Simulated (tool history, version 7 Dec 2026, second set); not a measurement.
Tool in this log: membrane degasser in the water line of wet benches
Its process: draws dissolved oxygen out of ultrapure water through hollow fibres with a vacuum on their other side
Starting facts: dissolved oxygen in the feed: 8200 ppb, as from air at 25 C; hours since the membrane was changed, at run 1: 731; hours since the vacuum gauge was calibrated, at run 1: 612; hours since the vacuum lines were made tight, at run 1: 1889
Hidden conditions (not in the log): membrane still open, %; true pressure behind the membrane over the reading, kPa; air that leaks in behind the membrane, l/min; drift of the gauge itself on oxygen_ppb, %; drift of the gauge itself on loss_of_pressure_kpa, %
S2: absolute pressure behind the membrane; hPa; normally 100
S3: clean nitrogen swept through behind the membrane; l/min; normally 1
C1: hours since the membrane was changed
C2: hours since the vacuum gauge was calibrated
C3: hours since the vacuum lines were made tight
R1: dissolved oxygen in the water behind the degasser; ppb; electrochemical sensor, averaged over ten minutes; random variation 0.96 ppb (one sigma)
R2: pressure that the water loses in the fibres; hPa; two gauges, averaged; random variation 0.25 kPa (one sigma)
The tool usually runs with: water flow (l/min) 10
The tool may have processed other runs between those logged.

{"run": 1, "day": 0.0, "water flow (l/min)": 10, "S2": 100, "S3": 1, "C1": 731, "C2": 612, "C3": 1889, "R1": 164.1, "R2": 663.3}
{"run": 2, "day": 3.692, "water flow (l/min)": 10, "S2": 100, "S3": 1, "C1": 819, "C2": 701, "C3": 1977, "R1": 164.5, "R2": 660.9}
{"run": 3, "day": 6.288, "water flow (l/min)": 10, "S2": 100, "S3": 1, "C1": 882, "C2": 763, "C3": 2040, "R1": 164, "R2": 664.9}
{"run": 4, "day": 9.646, "water flow (l/min)": 10, "S2": 100, "S3": 1, "C1": 962, "C2": 844, "C3": 2120, "R1": 164.2, "R2": 662.8}
{"run": 5, "day": 14.083, "water flow (l/min)": 10, "S2": 170, "S3": 1, "C1": 1069, "C2": 950, "C3": 2227, "R1": 326.3, "R2": 662.4}
{"run": 6, "day": 16.642, "water flow (l/min)": 10, "S2": 177, "S3": 1, "C1": 1130, "C2": 1012, "C3": 2288, "R1": 340.5, "R2": 663.6}
{"run": 7, "day": 19.288, "water flow (l/min)": 10, "S2": 177, "S3": 1, "C1": 1194, "C2": 1075, "C3": 2352, "R1": 341, "R2": 663.4}
{"run": 8, "day": 23.617, "water flow (l/min)": 10, "S2": 100, "S3": 1, "C1": 1298, "C2": 1179, "C3": 2455, "R1": 165.7, "R2": 663.8}
{"run": 9, "day": 27.208, "water flow (l/min)": 10, "S2": 100, "S3": 1, "C1": 1384, "C2": 1265, "C3": 2542, "R1": 166, "R2": 667.5}
{"run": 10, "day": 31.104, "water flow (l/min)": 10, "S2": 100, "S3": 1, "C1": 1477, "C2": 1359, "C3": 2635, "R1": 166, "R2": 662.9}
{"run": 11, "day": 34.479, "water flow (l/min)": 10, "S2": 100, "S3": 1, "C1": 1558, "C2": 1440, "C3": 2716, "R1": 165.9, "R2": 669.2}
{"run": 12, "day": 36.725, "water flow (l/min)": 10, "S2": 100, "S3": 1, "C1": 1612, "C2": 1494, "C3": 2770, "R1": 165.8, "R2": 662.3}
{"run": 13, "day": 38.721, "water flow (l/min)": 10, "S2": 100, "S3": 1, "C1": 1660, "C2": 1542, "C3": 2818, "R1": 165.3, "R2": 666.6}
{"run": 14, "day": 41.467, "water flow (l/min)": 10, "S2": 100, "S3": 1, "C1": 1726, "C2": 1608, "C3": 2884, "R1": 167, "R2": 666.7}
{"run": 15, "day": 45.008, "water flow (l/min)": 10, "S2": 100, "S3": 1, "C1": 1811, "C2": 1693, "C3": 2969, "R1": 165.8, "R2": 667.3}
{"run": 16, "day": 49.404, "water flow (l/min)": 10, "S2": 100, "S3": 1, "C1": 1917, "C2": 1798, "C3": 3074, "R1": 166.9, "R2": 665.9}
{"run": 17, "day": 52.65, "water flow (l/min)": 10, "S2": 100, "S3": 1, "C1": 1994, "C2": 1876, "C3": 3152, "R1": 168.2, "R2": 664.5}
{"run": 18, "day": 55.762, "water flow (l/min)": 10, "S2": 102, "S3": 0.41, "C1": 2069, "C2": 1951, "C3": 3227, "R1": 373.3, "R2": 666.7}
{"run": 19, "day": 60.121, "water flow (l/min)": 10, "S2": 102, "S3": 0.41, "C1": 2174, "C2": 2055, "C3": 3332, "R1": 369, "R2": 671.3}
{"run": 20, "day": 63.775, "water flow (l/min)": 10, "S2": 100, "S3": 0.7, "C1": 2261, "C2": 2143, "C3": 3419, "R1": 228.2, "R2": 668.5}
{"run": 21, "day": 67.275, "water flow (l/min)": 10, "S2": 100, "S3": 0.7, "C1": 2346, "C2": 2227, "C3": 3503, "R1": 229.4, "R2": 661.5}
{"run": 22, "day": 71.692, "water flow (l/min)": 10, "S2": 100, "S3": 0.7, "C1": 2451, "C2": 2333, "C3": 3609, "R1": 231.5, "R2": 668.4}
{"run": 23, "day": 75.717, "water flow (l/min)": 12, "S2": 100, "S3": 1.02, "C1": 2548, "C2": 2430, "C3": 3706, "R1": 197.6, "R2": 799.5}
{"run": 24, "day": 78.071, "water flow (l/min)": 14, "S2": 141, "S3": 0.82, "C1": 2605, "C2": 2486, "C3": 3762, "R1": 427.7, "R2": 942.3}
{"run": 25, "day": 81.529, "water flow (l/min)": 14, "S2": 141, "S3": 0.82, "C1": 2688, "C2": 2569, "C3": 3845, "R1": 426, "R2": 948}
{"run": 26, "day": 83.458, "water flow (l/min)": 14, "S2": 141, "S3": 0.82, "C1": 2734, "C2": 2615, "C3": 3892, "R1": 425.9, "R2": 936.3}
{"run": 27, "day": 85.346, "water flow (l/min)": 7, "S2": 100, "S3": 1.78, "C1": 2779, "C2": 2661, "C3": 3937, "R1": 71, "R2": 470.2}
{"run": 28, "day": 88.938, "water flow (l/min)": 10, "S2": 194, "S3": 0.71, "C1": 2865, "C2": 2747, "C3": 4023, "R1": 517.7, "R2": 671}
{"run": 29, "day": 91.5, "water flow (l/min)": 8, "S2": 79, "S3": 1, "C1": 2927, "C2": 2808, "C3": 4085, "R1": 95.8, "R2": 533.7}
{"run": 30, "day": 94.188, "water flow (l/min)": 8, "S2": 79, "S3": 1, "C1": 2991, "C2": 2873, "C3": 4149, "R1": 96.4, "R2": 534.2}
{"run": 31, "day": 96.442, "water flow (l/min)": 10, "S2": 216, "S3": 0.66, "C1": 3046, "C2": 2927, "C3": 4203, "R1": 620.4, "R2": 668.7}
{"run": 32, "day": 98.554, "water flow (l/min)": 13, "S2": 64, "S3": 0.96, "C1": 3096, "C2": 2978, "C3": 4254, "R1": 114.6, "R2": 869.4}

Forecast each of these 3 alternatives for the next run:
{"run": "A", "day": 102.258, "water flow (l/min)": 10, "S2": 177, "S3": 0.51, "C1": 3185, "C2": 3067, "C3": 4343, "R1": "?", "R2": "?"}
{"run": "B", "day": 102.258, "water flow (l/min)": 12, "S2": 123, "S3": 1.72, "C1": 3185, "C2": 3067, "C3": 4343, "R1": "?", "R2": "?"}
{"run": "C", "day": 102.258, "water flow (l/min)": 10, "S2": 81, "S3": 1.49, "C1": 3185, "C2": 3067, "C3": 4343, "R1": "?", "R2": "?"}

run=A R1=612.9 R2=671
run=B R1=163.3 R2=805.9
run=C R1=86.2 R2=675.8
Take away the tool's hidden state, keep each run's random variation, and the runs would have read:
run=A R1=594.1 R2=659.1
run=B R1=155.8 R2=791.6
run=C R1=80.8 R2=663.8
